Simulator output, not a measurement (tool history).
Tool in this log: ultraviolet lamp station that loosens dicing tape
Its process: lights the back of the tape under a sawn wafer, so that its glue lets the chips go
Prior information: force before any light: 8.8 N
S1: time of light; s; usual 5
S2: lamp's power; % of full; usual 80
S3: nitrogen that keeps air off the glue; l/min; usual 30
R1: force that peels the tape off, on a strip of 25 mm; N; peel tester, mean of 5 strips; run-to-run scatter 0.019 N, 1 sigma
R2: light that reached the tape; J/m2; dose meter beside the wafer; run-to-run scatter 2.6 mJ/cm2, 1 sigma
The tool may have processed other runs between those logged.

run 1 day=0 | S1=5 S2=80 S3=30 | R1=0.922 R2=3250
run 2 day=0.992 | S1=5 S2=80 S3=30 | R1=0.938 R2=3250
run 3 day=1.662 | S1=5 S2=80 S3=30 | R1=0.887 R2=3240
run 4 day=2.883 | S1=5 S2=80 S3=30 | R1=0.896 R2=3240
run 5 day=3.808 | S1=5 S2=80 S3=10 | R1=1.997 R2=3260
run 6 day=4.762 | S1=5 S2=80 S3=10 | R1=1.953 R2=3270
run 7 day=6.112 | S1=5 S2=80 S3=10 | R1=1.942 R2=3230
run 8 day=7.354 | S1=5 S2=93 S3=30 | R1=0.648 R2=3790
run 9 day=8.15 | S1=8 S2=80 S3=30 | R1=0.324 R2=5230
run 10 day=8.804 | S1=8 S2=80 S3=40 | R1=0.276 R2=5110
run 11 day=9.625 | S1=8 S2=95 S3=10 | R1=0.605 R2=6170
run 12 day=10.996 | S1=8 S2=95 S3=10 | R1=0.605 R2=6150
run 13 day=11.621 | S1=5 S2=80 S3=12 | R1=1.799 R2=3310
run 14 day=12.279 | S1=5 S2=88 S3=11 | R1=1.618 R2=3560
run 15 day=13.012 | S1=2 S2=70 S3=30 | R1=3.811 R2=1100
run 16 day=13.946 | S1=3 S2=70 S3=30 | R1=2.525 R2=1740
run 17 day=15.062 | S1=2 S2=64 S3=58 | R1=3.399 R2=1070
run 18 day=16.021 | S1=6 S2=64 S3=34 | R1=0.891 R2=3140
run 19 day=16.779 | S1=6 S2=64 S3=34 | R1=0.892 R2=3120
run 20 day=18.058 | S1=5 S2=84 S3=16 | R1=1.332 R2=3390

Below are 3 alternative next runs, each starting from the tool's condition after run 20. Predict each:
run A day=18.771 | S1=6 S2=87 S3=14 | R1=? R2=?
run B day=18.771 | S1=4 S2=80 S3=30 | R1=? R2=?
run C day=18.771 | S1=5 S2=77 S3=16 | R1=? R2=?

run=A R1=1.006 R2=4210
run=B R1=1.377 R2=2600
run=C R1=1.566 R2=3110
With no hidden state in the tool, these same runs would have given:
run=A R1=1 R2=4220
run=B R1=1.371 R2=2610
run=C R1=1.559 R2=3120
